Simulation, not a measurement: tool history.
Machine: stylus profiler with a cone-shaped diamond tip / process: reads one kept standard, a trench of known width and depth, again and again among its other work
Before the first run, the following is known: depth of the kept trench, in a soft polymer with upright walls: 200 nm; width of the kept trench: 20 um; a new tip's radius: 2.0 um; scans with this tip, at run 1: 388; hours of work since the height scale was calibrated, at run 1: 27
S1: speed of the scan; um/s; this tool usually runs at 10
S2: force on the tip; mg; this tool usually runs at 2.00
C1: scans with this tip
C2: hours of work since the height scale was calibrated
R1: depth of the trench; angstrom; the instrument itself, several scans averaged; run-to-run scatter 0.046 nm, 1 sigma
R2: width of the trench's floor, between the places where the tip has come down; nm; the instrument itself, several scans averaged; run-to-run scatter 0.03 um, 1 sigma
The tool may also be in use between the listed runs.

| run | hour | S1 | S2 | C1 | C2 | R1 | R2 |
|---|---|---|---|---|---|---|---|
| 1 | 0.0 | 10 | 2.00 | 388 | 27 | 2010.2 | 18150 |
| 2 | 37.1 | 10 | 2.00 | 641 | 44 | 2010.4 | 18110 |
| 3 | 84.1 | 10 | 2.00 | 962 | 66 | 2009.9 | 18090 |
| 4 | 124.5 | 10 | 2.00 | 1237 | 84 | 2009.6 | 18050 |
| 5 | 156.8 | 10 | 2.00 | 1457 | 99 | 2009.8 | 18010 |
| 6 | 196.1 | 10 | 0.87 | 1725 | 118 | 2005.4 | 17950 |
| 7 | 246.5 | 10 | 0.87 | 2069 | 141 | 2005.1 | 17870 |
| 8 | 294.6 | 10 | 2.00 | 2396 | 164 | 2009.9 | 17930 |
| 9 | 323.5 | 10 | 2.00 | 2593 | 177 | 2009.4 | 17920 |
| 10 | 375.7 | 10 | 3.79 | 2949 | 201 | 2015.2 | 17790 |
| 11 | 426.7 | 10 | 2.00 | 3296 | 225 | 2008.9 | 17780 |
| 12 | 450.7 | 10 | 2.00 | 3460 | 236 | 2009.5 | 17760 |
| 13 | 489.7 | 10 | 2.00 | 3726 | 254 | 2009.0 | 17690 |
| 14 | 543.3 | 10 | 2.00 | 4092 | 279 | 2009.6 | 17640 |
| 15 | 586.2 | 10 | 2.00 | 4384 | 299 | 2009.9 | 17700 |
| 16 | 635.4 | 10 | 2.00 | 4719 | 322 | 2008.6 | 17610 |
| 17 | 684.0 | 31 | 2.00 | 5050 | 345 | 2009.9 | 17470 |
| 18 | 721.7 | 7 | 3.23 | 5307 | 362 | 2013.1 | 17560 |
| 19 | 753.6 | 11 | 1.11 | 5525 | 377 | 2005.2 | 17540 |
|  | 758.4 | height scale calibrated on a step standard |
| 20 | 800.9 | 19 | 4.09 | 5843 | 20 | 2014.3 | 17400 |

Run 21 is up next; what results do you expect?
| 21 | 838.0 | 3 | 0.97 | 6097 | 37 | ? | ? |

{"run 21": {"R1": 2004.3, "R2": 17490}}
With no hidden state in the tool, this same run would have given R1 2006.5 angstrom, R2 18250 nm.
